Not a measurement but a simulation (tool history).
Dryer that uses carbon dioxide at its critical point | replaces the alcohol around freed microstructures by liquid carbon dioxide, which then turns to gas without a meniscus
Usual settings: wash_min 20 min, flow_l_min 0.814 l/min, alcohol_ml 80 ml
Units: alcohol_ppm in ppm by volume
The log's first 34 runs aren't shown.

run,hour,wash_min,flow_l_min,alcohol_ml,alcohol_ppm
35,274.2,14,1.263,57,68
36,283.3,24,0.637,99,263
37,293.8,17,0.75,41,250
38,303.9,18,1.278,41,17
39,309,18,1.271,27,12
40,318,18,1.321,28,21
41,322.7,23,0.739,80,130
42,331.6,23,0.739,80,123

Forecast each of these 3 alternatives for the next run:
A,338.2,20,0.929,80,?
B,338.2,22,0.541,80,?
C,338.2,23,0.62,57,?

run,alcohol_ppm
A,78
B,706
C,225
Without the tool's hidden state the same runs would have given:
run,alcohol_ppm
A,27
B,360
C,96
